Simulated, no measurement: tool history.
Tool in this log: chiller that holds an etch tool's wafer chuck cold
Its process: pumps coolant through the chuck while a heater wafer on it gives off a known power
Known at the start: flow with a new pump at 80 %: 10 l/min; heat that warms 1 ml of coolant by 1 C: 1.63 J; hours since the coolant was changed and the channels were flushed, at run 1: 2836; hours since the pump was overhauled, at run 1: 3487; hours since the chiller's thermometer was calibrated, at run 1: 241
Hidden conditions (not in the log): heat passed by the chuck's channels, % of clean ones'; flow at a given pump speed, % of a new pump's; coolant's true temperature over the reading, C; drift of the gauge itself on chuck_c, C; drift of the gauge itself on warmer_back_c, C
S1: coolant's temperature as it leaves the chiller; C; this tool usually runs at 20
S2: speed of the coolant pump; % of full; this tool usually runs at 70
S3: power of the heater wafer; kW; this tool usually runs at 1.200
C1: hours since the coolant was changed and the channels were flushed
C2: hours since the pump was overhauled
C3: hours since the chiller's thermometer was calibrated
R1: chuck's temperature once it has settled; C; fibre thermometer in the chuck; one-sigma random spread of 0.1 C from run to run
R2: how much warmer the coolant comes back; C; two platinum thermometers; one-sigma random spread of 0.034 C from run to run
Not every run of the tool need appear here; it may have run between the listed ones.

run 1 day=0.000 | S1=20 S2=70 S3=1.200 | C1=2836 C2=3487 C3=241 | R1=33.0 R2=5.25
run 2 day=1.454 | S1=20 S2=99 S3=1.200 | C1=2871 C2=3522 C3=276 | R1=29.7 R2=3.61
run 3 day=4.083 | S1=20 S2=70 S3=1.200 | C1=2934 C2=3585 C3=339 | R1=33.1 R2=5.14
run 4 day=6.492 | S1=20 S2=70 S3=1.200 | C1=2992 C2=3643 C3=397 | R1=33.3 R2=5.23
run 5 day=8.675 | S1=20 S2=70 S3=1.200 | C1=3044 C2=3696 C3=449 | R1=33.3 R2=5.21
run 6 day=11.088 | S1=20 S2=70 S3=1.200 | C1=3102 C2=3753 C3=507 | R1=33.2 R2=5.27
run 7 day=13.208 | S1=20 S2=70 S3=1.200 | C1=3153 C2=3804 C3=558 | R1=33.4 R2=5.23
run 8 day=14.738 | S1=20 S2=70 S3=1.200 | C1=3190 C2=3841 C3=595 | R1=33.3 R2=5.22
run 9 day=17.875 | S1=20 S2=70 S3=1.200 | C1=3265 C2=3916 C3=670 | R1=33.3 R2=5.26
run 10 day=20.196 | S1=25 S2=70 S3=1.200 | C1=3321 C2=3972 C3=726 | R1=38.3 R2=5.30
run 11 day=22.075 | S1=20 S2=70 S3=1.200 | C1=3366 C2=4017 C3=771 | R1=33.2 R2=5.24
run 12 day=25.217 | S1=20 S2=70 S3=1.200 | C1=3442 C2=4093 C3=846 | R1=33.4 R2=5.25
run 13 day=26.704 | S1=20 S2=70 S3=1.200 | C1=3477 C2=4128 C3=882 | R1=33.4 R2=5.24
run 14 day=29.683 | S1=20 S2=70 S3=1.200 | C1=3549 C2=4200 C3=953 | R1=33.3 R2=5.22
run 15 day=32.479 | S1=20 S2=70 S3=1.200 | C1=3616 C2=4267 C3=1020 | R1=33.6 R2=5.23
run 16 day=35.088 | S1=20 S2=70 S3=1.200 | C1=3678 C2=4329 C3=1083 | R1=33.5 R2=5.27
run 17 day=36.600 | S1=20 S2=70 S3=1.200 | C1=3715 C2=4366 C3=1119 | R1=33.3 R2=5.29
run 18 day=39.229 | S1=20 S2=70 S3=1.377 | C1=3778 C2=4429 C3=1182 | R1=35.4 R2=5.95
run 19 day=42.308 | S1=20 S2=70 S3=1.377 | C1=3852 C2=4503 C3=1256 | R1=35.3 R2=6.01
run 20 day=44.612 | S1=20 S2=76 S3=1.200 | C1=3907 C2=4558 C3=1312 | R1=32.5 R2=4.82
run 21 day=46.167 | S1=11 S2=76 S3=0.760 | C1=3944 C2=4595 C3=1349 | R1=18.9 R2=3.10
run 22 day=48.250 | S1=20 S2=70 S3=1.550 | C1=3994 C2=4645 C3=1399 | R1=37.2 R2=6.76
run 23 day=49.867 | S1=13 S2=72 S3=1.200 | C1=4033 C2=4684 C3=1438 | R1=26.0 R2=5.11
run 24 day=52.308 | S1=20 S2=70 S3=1.677 | C1=4092 C2=4743 C3=1496 | R1=38.9 R2=7.32
run 25 day=54.208 | S1=22 S2=66 S3=1.763 | C1=4137 C2=4788 C3=1542 | R1=42.9 R2=8.21
run 26 day=56.867 | S1=21 S2=99 S3=0.752 | C1=4201 C2=4852 C3=1606 | R1=27.0 R2=2.21
run 27 day=59.662 | S1=21 S2=99 S3=0.752 | C1=4268 C2=4919 C3=1673 | R1=27.1 R2=2.23
run 28 day=62.833 | S1=20 S2=78 S3=0.708 | C1=4344 C2=4995 C3=1749 | R1=27.3 R2=2.77
run 29 day=65.096 | S1=15 S2=90 S3=1.121 | C1=4399 C2=5050 C3=1803 | R1=25.3 R2=3.73
run 30 day=66.779 | S1=20 S2=92 S3=0.902 | C1=4439 C2=5090 C3=1844 | R1=27.9 R2=2.94
run 31 day=68.825 | S1=16 S2=89 S3=1.200 | C1=4488 C2=5139 C3=1893 | R1=26.9 R2=4.05

3 options for the next run, each taken on its own from the tool as it stands now. Forecast them:
run A day=71.867 | S1=20 S2=87 S3=1.200 | C1=4561 C2=5212 C3=1966 | R1=? R2=?
run B day=71.867 | S1=24 S2=93 S3=1.254 | C1=4561 C2=5212 C3=1966 | R1=? R2=?
run C day=71.867 | S1=20 S2=80 S3=0.683 | C1=4561 C2=5212 C3=1966 | R1=? R2=?

run=A R1=31.4 R2=4.13
run=B R1=35.1 R2=3.99
run=C R1=26.7 R2=2.64
Had the tool no hidden state, the same runs would have come out as:
run=A R1=30.3 R2=3.99
run=B R1=34.0 R2=3.86
run=C R1=26.1 R2=2.56

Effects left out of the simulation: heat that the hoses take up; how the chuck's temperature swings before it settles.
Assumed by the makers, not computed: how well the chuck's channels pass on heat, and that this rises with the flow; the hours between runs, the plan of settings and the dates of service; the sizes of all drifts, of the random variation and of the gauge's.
